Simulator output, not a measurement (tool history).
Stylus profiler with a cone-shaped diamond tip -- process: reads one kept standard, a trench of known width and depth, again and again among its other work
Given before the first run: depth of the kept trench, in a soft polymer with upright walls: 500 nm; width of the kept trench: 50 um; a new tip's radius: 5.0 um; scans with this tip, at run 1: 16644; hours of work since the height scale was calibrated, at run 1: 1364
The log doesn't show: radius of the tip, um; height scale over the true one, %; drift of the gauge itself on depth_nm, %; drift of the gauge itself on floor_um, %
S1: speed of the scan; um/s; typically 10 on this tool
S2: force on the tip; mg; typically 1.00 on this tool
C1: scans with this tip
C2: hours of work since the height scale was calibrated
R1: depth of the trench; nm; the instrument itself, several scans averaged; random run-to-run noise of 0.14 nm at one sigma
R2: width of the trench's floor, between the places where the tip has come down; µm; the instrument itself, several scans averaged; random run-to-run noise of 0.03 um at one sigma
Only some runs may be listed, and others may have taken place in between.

Run 1, hour 0.0: usual settings; C1 16644; C2 1364. Result: R1 502.58 nm, R2 42.84 µm.
Run 2, hour 29.0: usual settings but S2 2.59 mg; C1 16875; C2 1383. Result: R1 506.32 nm, R2 42.86 µm.
Run 3, hour 60.2: usual settings but S2 2.59 mg; C1 17123; C2 1403. Result: R1 505.94 nm, R2 42.87 µm.
Run 4, hour 92.8: usual settings but S1 39 um/s, S2 2.59 mg; C1 17382; C2 1424. Result: R1 506.07 nm, R2 42.74 µm.
Run 5, hour 124.9: usual settings but S1 39 um/s, S2 2.59 mg; C1 17637; C2 1445. Result: R1 506.20 nm, R2 42.65 µm.
Run 6, hour 161.0: usual settings; C1 17924; C2 1469. Result: R1 502.57 nm, R2 42.75 µm.
Run 7, hour 178.8: usual settings but S1 9 um/s; C1 18065; C2 1480. Result: R1 502.16 nm, R2 42.73 µm.
Run 8, hour 198.3: usual settings but S1 9 um/s; C1 18220; C2 1493. Result: R1 502.30 nm, R2 42.70 µm.
Run 9, hour 234.6: usual settings but S1 9 um/s; C1 18509; C2 1517. Result: R1 502.38 nm, R2 42.61 µm.
Run 10, hour 271.7: usual settings but S1 9 um/s, S2 1.29 mg; C1 18804; C2 1541. Result: R1 502.74 nm, R2 42.63 µm.
Run 11, hour 295.8: usual settings but S2 0.60 mg; C1 18995; C2 1557. Result: R1 501.09 nm, R2 42.56 µm.
Run 12, hour 329.4: usual settings but S2 0.60 mg; C1 19262; C2 1579. Result: R1 500.90 nm, R2 42.51 µm.
Run 13, hour 364.3: usual settings but S1 2 um/s, S2 0.60 mg; C1 19540; C2 1601. Result: R1 501.31 nm, R2 42.51 µm.
Run 14, hour 382.3: usual settings but S1 2 um/s, S2 0.60 mg; C1 19683; C2 1613. Result: R1 501.17 nm, R2 42.50 µm.
Run 15, hour 402.1: usual settings but S1 3 um/s; C1 19841; C2 1626. Result: R1 501.95 nm, R2 42.54 µm.
Run 16, hour 439.2: usual settings but S2 1.51 mg; C1 20136; C2 1650. Result: R1 503.69 nm, R2 42.42 µm.
Run 17, hour 474.1: usual settings but S2 0.51 mg; C1 20413; C2 1673. Result: R1 500.70 nm, R2 42.38 µm.
Run 18, hour 505.3: usual settings but S2 0.51 mg; C1 20662; C2 1693. Result: R1 500.27 nm, R2 42.30 µm.
Run 19, hour 545.8: usual settings but S2 0.38 mg; C1 20983; C2 1720. Result: R1 500.02 nm, R2 42.33 µm.
Run 20, hour 575.9: usual settings but S2 0.38 mg; C1 21222; C2 1739. Result: R1 499.77 nm, R2 42.24 µm.
Run 21, hour 595.2: usual settings but S1 14 um/s, S2 1.70 mg; C1 21376; C2 1752. Result: R1 503.76 nm, R2 42.31 µm.
Run 22, hour 632.2: usual settings but S1 2 um/s, S2 0.38 mg; C1 21670; C2 1776. Result: R1 500.01 nm, R2 42.23 µm.
Run 23, hour 666.2: usual settings but S1 19 um/s, S2 1.15 mg; C1 21940; C2 1798. Result: R1 502.31 nm, R2 42.13 µm.
At hour 668.4: height scale calibrated on a step standard.
Run 24, hour 683.8: usual settings but S1 33 um/s; C1 22076; C2 10. Result: R1 501.65 nm, R2 42.06 µm.
Run 25, hour 722.0: usual settings but S1 33 um/s; C1 22380; C2 35. Result: R1 501.58 nm, R2 42.03 µm.
Run 26, hour 762.3: usual settings but S1 3 um/s, S2 0.79 mg; C1 22700; C2 61. Result: R1 501.15 nm, R2 42.09 µm.
Run 27, hour 799.9: usual settings but S1 3 um/s, S2 1.08 mg; C1 22999; C2 86. Result: R1 501.53 nm, R2 42.13 µm.
Run 28, hour 826.6: usual settings but S1 8 um/s, S2 0.60 mg; C1 23212; C2 103. Result: R1 500.46 nm, R2 42.04 µm.
Run 29, hour 844.0: usual settings but S1 16 um/s, S2 0.60 mg; C1 23350; C2 114. Result: R1 500.64 nm, R2 41.93 µm.
At hour 850.9: height scale calibrated on a step standard, once more.
Run 30, hour 869.4: usual settings but S1 16 um/s, S2 0.60 mg; C1 23548; C2 12. Result: R1 503.03 nm, R2 41.98 µm.
Run 31, hour 896.3: usual settings but S1 34 um/s, S2 0.38 mg; C1 23762; C2 30. Result: R1 502.21 nm, R2 41.79 µm.
At hour 928.2: new tip fitted, height scale calibrated.
Run 32, hour 934.0: usual settings but S1 12 um/s, S2 1.26 mg; C1 46; C2 4. Result: R1 504.65 nm, R2 45.58 µm.
Run 33, hour 963.1: usual settings but S1 12 um/s, S2 1.26 mg; C1 277; C2 23. Result: R1 504.62 nm, R2 45.53 µm.

The next listed run, before its measurement:
Run 34, hour 1001.1: usual settings but S1 8 um/s, S2 0.70 mg; C1 580; C2 48. Result: R1 ?, R2 ?.

For run 34 the tool returned R1 503.05 nm, R2 45.50 µm.
Take away the tool's hidden state, keep the run-to-run variation as it was, and the same run would have given R1 503.24 nm, R2 45.63 µm.
